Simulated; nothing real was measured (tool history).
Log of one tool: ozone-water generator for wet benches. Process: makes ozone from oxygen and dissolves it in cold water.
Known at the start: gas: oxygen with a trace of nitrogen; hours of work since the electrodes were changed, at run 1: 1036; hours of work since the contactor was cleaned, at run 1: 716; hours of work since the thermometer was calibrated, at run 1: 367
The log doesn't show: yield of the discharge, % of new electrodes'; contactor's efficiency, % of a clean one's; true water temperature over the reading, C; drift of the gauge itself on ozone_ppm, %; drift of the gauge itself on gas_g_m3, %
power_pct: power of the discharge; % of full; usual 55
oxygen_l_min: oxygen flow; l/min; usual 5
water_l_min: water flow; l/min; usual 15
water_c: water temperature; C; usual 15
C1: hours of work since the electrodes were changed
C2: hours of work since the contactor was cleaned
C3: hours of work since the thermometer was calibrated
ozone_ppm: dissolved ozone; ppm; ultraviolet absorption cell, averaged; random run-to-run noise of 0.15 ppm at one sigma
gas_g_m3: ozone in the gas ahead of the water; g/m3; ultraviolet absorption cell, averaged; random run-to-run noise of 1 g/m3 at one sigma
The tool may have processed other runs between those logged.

Run 1, hour 0: usual settings; C1 1036; C2 716; C3 367. Result: ozone_ppm 18.3 ppm, gas_g_m3 180.1 g/m3.
Run 2, hour 68.8: usual settings; C1 1095; C2 775; C3 427. Result: ozone_ppm 18.1 ppm, gas_g_m3 179.6 g/m3.
Run 3, hour 192.9: usual settings but water_l_min 10 l/min; C1 1202; C2 882; C3 533. Result: ozone_ppm 25.4 ppm, gas_g_m3 181.3 g/m3.
Run 4, hour 270.3: usual settings but water_l_min 10 l/min, water_c 8 C; C1 1269; C2 949; C3 600. Result: ozone_ppm 28.9 ppm, gas_g_m3 180.4 g/m3.
Run 5, hour 374.5: usual settings; C1 1358; C2 1038; C3 690. Result: ozone_ppm 18 ppm, gas_g_m3 184.4 g/m3.
Run 6, hour 438.9: usual settings; C1 1414; C2 1094; C3 745. Result: ozone_ppm 18.1 ppm, gas_g_m3 179.5 g/m3.
Run 7, hour 554.9: usual settings; C1 1514; C2 1193; C3 845. Result: ozone_ppm 18.2 ppm, gas_g_m3 180.1 g/m3.
Run 8, hour 636: usual settings; C1 1583; C2 1263; C3 915. Result: ozone_ppm 18.2 ppm, gas_g_m3 183.1 g/m3.
Run 9, hour 715.2: usual settings; C1 1651; C2 1331; C3 983. Result: ozone_ppm 18.4 ppm, gas_g_m3 179.9 g/m3.
Run 10, hour 842: usual settings but water_c 11 C; C1 1761; C2 1440; C3 1092. Result: ozone_ppm 19.3 ppm, gas_g_m3 183.1 g/m3.
Run 11, hour 965.9: usual settings but water_l_min 10 l/min, water_c 11 C; C1 1867; C2 1547; C3 1198. Result: ozone_ppm 27.2 ppm, gas_g_m3 179.2 g/m3.
Run 12, hour 1098.7: usual settings but water_l_min 10 l/min, water_c 11 C; C1 1981; C2 1661; C3 1313. Result: ozone_ppm 27.5 ppm, gas_g_m3 180 g/m3.
Run 13, hour 1208.1: usual settings; C1 2076; C2 1755; C3 1407. Result: ozone_ppm 18.3 ppm, gas_g_m3 182.9 g/m3.
Run 14, hour 1327.6: usual settings; C1 2178; C2 1858; C3 1510. Result: ozone_ppm 18.2 ppm, gas_g_m3 181.1 g/m3.
Run 15, hour 1441.9: usual settings; C1 2277; C2 1957; C3 1608. Result: ozone_ppm 18.2 ppm, gas_g_m3 181.9 g/m3.
Run 16, hour 1568.5: usual settings; C1 2386; C2 2066; C3 1717. Result: ozone_ppm 18.4 ppm, gas_g_m3 183.5 g/m3.
Run 17, hour 1696.7: usual settings but power_pct 95 % of full, oxygen_l_min 7.4 l/min, water_l_min 23 l/min, water_c 13 C; C1 2496; C2 2176; C3 1827. Result: ozone_ppm 19.8 ppm, gas_g_m3 235.4 g/m3.
Run 18, hour 1831.2: usual settings but oxygen_l_min 3.46 l/min, water_l_min 19 l/min; C1 2612; C2 2292; C3 1943. Result: ozone_ppm 14.4 ppm, gas_g_m3 225.1 g/m3.
Run 19, hour 1963.2: usual settings but oxygen_l_min 7.33 l/min, water_l_min 19 l/min, water_c 10 C; C1 2725; C2 2405; C3 2056. Result: ozone_ppm 15.6 ppm, gas_g_m3 146.9 g/m3.
Run 20, hour 2107.7: usual settings but power_pct 84 % of full, oxygen_l_min 7.06 l/min, water_l_min 19 l/min, water_c 10 C; C1 2850; C2 2529; C3 2181. Result: ozone_ppm 22.5 ppm, gas_g_m3 219.4 g/m3.
Run 21, hour 2241.6: usual settings but water_c 8 C; C1 2965; C2 2645; C3 2296. Result: ozone_ppm 20.3 ppm, gas_g_m3 185.8 g/m3.
Run 22, hour 2380.8: usual settings but power_pct 96 % of full, water_c 8 C; C1 3085; C2 2764; C3 2416. Result: ozone_ppm 32.9 ppm, gas_g_m3 300.9 g/m3.
Run 23, hour 2477.4: usual settings but power_pct 57 % of full, oxygen_l_min 2.66 l/min, water_c 17 C; C1 3168; C2 2848; C3 2499. Result: ozone_ppm 18.4 ppm, gas_g_m3 272.5 g/m3.
At hour 2520: water thermometer calibrated.
Run 24, hour 2543.5: usual settings but power_pct 56 % of full, oxygen_l_min 2.93 l/min, water_c 17 C; C1 3224; C2 2904; C3 20. Result: ozone_ppm 17.9 ppm, gas_g_m3 254.3 g/m3.
Run 25, hour 2612.8: usual settings but power_pct 56 % of full, oxygen_l_min 2.93 l/min, water_c 17 C; C1 3284; C2 2964; C3 80. Result: ozone_ppm 17.9 ppm, gas_g_m3 256.4 g/m3.
Run 26, hour 2703.7: usual settings but power_pct 70 % of full, oxygen_l_min 3.35 l/min, water_l_min 11 l/min, water_c 7 C; C1 3362; C2 3042; C3 158. Result: ozone_ppm 33.8 ppm, gas_g_m3 289.9 g/m3.
Run 27, hour 2789.7: usual settings but power_pct 70 % of full, oxygen_l_min 3.35 l/min, water_l_min 11 l/min, water_c 7 C; C1 3436; C2 3116; C3 232. Result: ozone_ppm 33.9 ppm, gas_g_m3 284.2 g/m3.
Run 28, hour 2859.7: usual settings but water_l_min 10 l/min; C1 3496; C2 3176; C3 292. Result: ozone_ppm 25.5 ppm, gas_g_m3 184.8 g/m3.
Run 29, hour 2937.4: usual settings but power_pct 91 % of full; C1 3563; C2 3243; C3 359. Result: ozone_ppm 28.6 ppm, gas_g_m3 285 g/m3.

Pick out some run-to-run changes in gas_g_m3. Of each, how much would a tool without hidden state show as well, from the settings, what came in and chance, and how much is left for the hidden state and any gauge scatter not in both results compared?
Run 21 -> 22: power_pct 55 -> 96. gas_g_m3 +115.1 g/m3: hidden state +2.1, all else +113.
Run 28 -> 29: power_pct 55 -> 91, water_l_min 10 -> 15. gas_g_m3 +100.2 g/m3: hidden state +2.2, all else +98.

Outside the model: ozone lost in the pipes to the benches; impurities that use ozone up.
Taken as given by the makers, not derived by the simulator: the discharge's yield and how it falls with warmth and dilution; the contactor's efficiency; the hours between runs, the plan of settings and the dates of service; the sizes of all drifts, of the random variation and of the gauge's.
